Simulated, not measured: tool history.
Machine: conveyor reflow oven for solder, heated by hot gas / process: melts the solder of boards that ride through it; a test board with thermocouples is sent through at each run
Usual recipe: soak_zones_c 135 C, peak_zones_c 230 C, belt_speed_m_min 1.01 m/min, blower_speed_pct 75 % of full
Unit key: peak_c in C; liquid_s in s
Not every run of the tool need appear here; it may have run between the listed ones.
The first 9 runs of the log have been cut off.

{"run": 10, "hour": 362.4, "soak_zones_c": 135, "peak_zones_c": 230, "belt_speed_m_min": 1.07, "blower_speed_pct": 73, "peak_c": 208, "liquid_s": 27.9}
{"run": 11, "hour": 407.3, "soak_zones_c": 135, "peak_zones_c": 230, "belt_speed_m_min": 1.07, "blower_speed_pct": 73, "peak_c": 207.9, "liquid_s": 27.2}
{"run": 12, "hour": 450.0, "soak_zones_c": 135, "peak_zones_c": 230, "belt_speed_m_min": 1.07, "blower_speed_pct": 73, "peak_c": 207.5, "liquid_s": 27.3}
{"run": 13, "hour": 472.1, "soak_zones_c": 135, "peak_zones_c": 219, "belt_speed_m_min": 1.01, "blower_speed_pct": 75, "peak_c": 200.7, "liquid_s": 24.3}
{"run": 14, "hour": 523.7, "soak_zones_c": 135, "peak_zones_c": 219, "belt_speed_m_min": 1.01, "blower_speed_pct": 75, "peak_c": 200.6, "liquid_s": 24.2}
{"run": 15, "hour": 551.6, "soak_zones_c": 135, "peak_zones_c": 219, "belt_speed_m_min": 1.01, "blower_speed_pct": 75, "peak_c": 200.2, "liquid_s": 23.9}
{"run": 16, "hour": 597.8, "soak_zones_c": 130, "peak_zones_c": 225, "belt_speed_m_min": 1.16, "blower_speed_pct": 75, "peak_c": 198.9, "liquid_s": 18.1}
{"run": 17, "hour": 629.3, "soak_zones_c": 130, "peak_zones_c": 225, "belt_speed_m_min": 1.16, "blower_speed_pct": 75, "peak_c": 198.7, "liquid_s": 17.9}
{"hour": 637.7, "done": "belt drive overhauled, speed set with a stopwatch"}
{"run": 18, "hour": 680.2, "soak_zones_c": 122, "peak_zones_c": 230, "belt_speed_m_min": 1.01, "blower_speed_pct": 75, "peak_c": 206.2, "liquid_s": 25.8}
{"hour": 688.2, "done": "flux residue cleaned out of gas plates and filters"}
{"run": 19, "hour": 731.0, "soak_zones_c": 122, "peak_zones_c": 230, "belt_speed_m_min": 1, "blower_speed_pct": 75, "peak_c": 209.2, "liquid_s": 28.9}
{"run": 20, "hour": 757.9, "soak_zones_c": 138, "peak_zones_c": 230, "belt_speed_m_min": 0.99, "blower_speed_pct": 58, "peak_c": 208.4, "liquid_s": 31.2}
{"run": 21, "hour": 802.6, "soak_zones_c": 135, "peak_zones_c": 230, "belt_speed_m_min": 1.13, "blower_speed_pct": 79, "peak_c": 208.3, "liquid_s": 26.4}
{"run": 22, "hour": 832.2, "soak_zones_c": 135, "peak_zones_c": 230, "belt_speed_m_min": 1.08, "blower_speed_pct": 86, "peak_c": 211, "liquid_s": 30}
{"hour": 854.8, "done": "thermocouples of zones 6 and 7 changed"}
{"run": 23, "hour": 879.3, "soak_zones_c": 135, "peak_zones_c": 230, "belt_speed_m_min": 1.12, "blower_speed_pct": 75, "peak_c": 207.4, "liquid_s": 26.4}
{"run": 24, "hour": 907.7, "soak_zones_c": 145, "peak_zones_c": 233, "belt_speed_m_min": 1.01, "blower_speed_pct": 77, "peak_c": 216.1, "liquid_s": 37}
{"run": 25, "hour": 942.1, "soak_zones_c": 138, "peak_zones_c": 241, "belt_speed_m_min": 1.1, "blower_speed_pct": 83, "peak_c": 219.7, "liquid_s": 33.7}
{"hour": 952.9, "done": "belt drive overhauled, speed set with a stopwatch, once more"}
{"run": 26, "hour": 989.2, "soak_zones_c": 138, "peak_zones_c": 241, "belt_speed_m_min": 1.1, "blower_speed_pct": 83, "peak_c": 218.4, "liquid_s": 32.6}
{"run": 27, "hour": 1030.5, "soak_zones_c": 146, "peak_zones_c": 224, "belt_speed_m_min": 0.88, "blower_speed_pct": 61, "peak_c": 208.5, "liquid_s": 37}
{"run": 28, "hour": 1055.4, "soak_zones_c": 135, "peak_zones_c": 230, "belt_speed_m_min": 1.09, "blower_speed_pct": 69, "peak_c": 205.5, "liquid_s": 25}
{"run": 29, "hour": 1084.4, "soak_zones_c": 135, "peak_zones_c": 236, "belt_speed_m_min": 1, "blower_speed_pct": 51, "peak_c": 208.8, "liquid_s": 28.8}
{"run": 30, "hour": 1114.3, "soak_zones_c": 135, "peak_zones_c": 236, "belt_speed_m_min": 1, "blower_speed_pct": 51, "peak_c": 207.7, "liquid_s": 28.6}

4 ways to go on from here, each from the tool as it stands after run 30. What would each give?
{"run": "A", "hour": 1152.8, "soak_zones_c": 135, "peak_zones_c": 220, "belt_speed_m_min": 1.2, "blower_speed_pct": 56, "peak_c": "?", "liquid_s": "?"}
{"run": "B", "hour": 1152.8, "soak_zones_c": 135, "peak_zones_c": 244, "belt_speed_m_min": 1.01, "blower_speed_pct": 79, "peak_c": "?", "liquid_s": "?"}
{"run": "C", "hour": 1152.8, "soak_zones_c": 135, "peak_zones_c": 233, "belt_speed_m_min": 1.01, "blower_speed_pct": 75, "peak_c": "?", "liquid_s": "?"}
{"run": "D", "hour": 1152.8, "soak_zones_c": 125, "peak_zones_c": 236, "belt_speed_m_min": 1, "blower_speed_pct": 51, "peak_c": "?", "liquid_s": "?"}

run=A peak_c=190 liquid_s=8.9
run=B peak_c=222 liquid_s=36.6
run=C peak_c=211.7 liquid_s=31.5
run=D peak_c=205.3 liquid_s=24.7
Without the tool's unlogged condition, the same runs would have read:
run=A peak_c=192.7 liquid_s=12
run=B peak_c=225.1 liquid_s=38.1
run=C peak_c=214.6 liquid_s=33.4
run=D peak_c=208.1 liquid_s=26.9
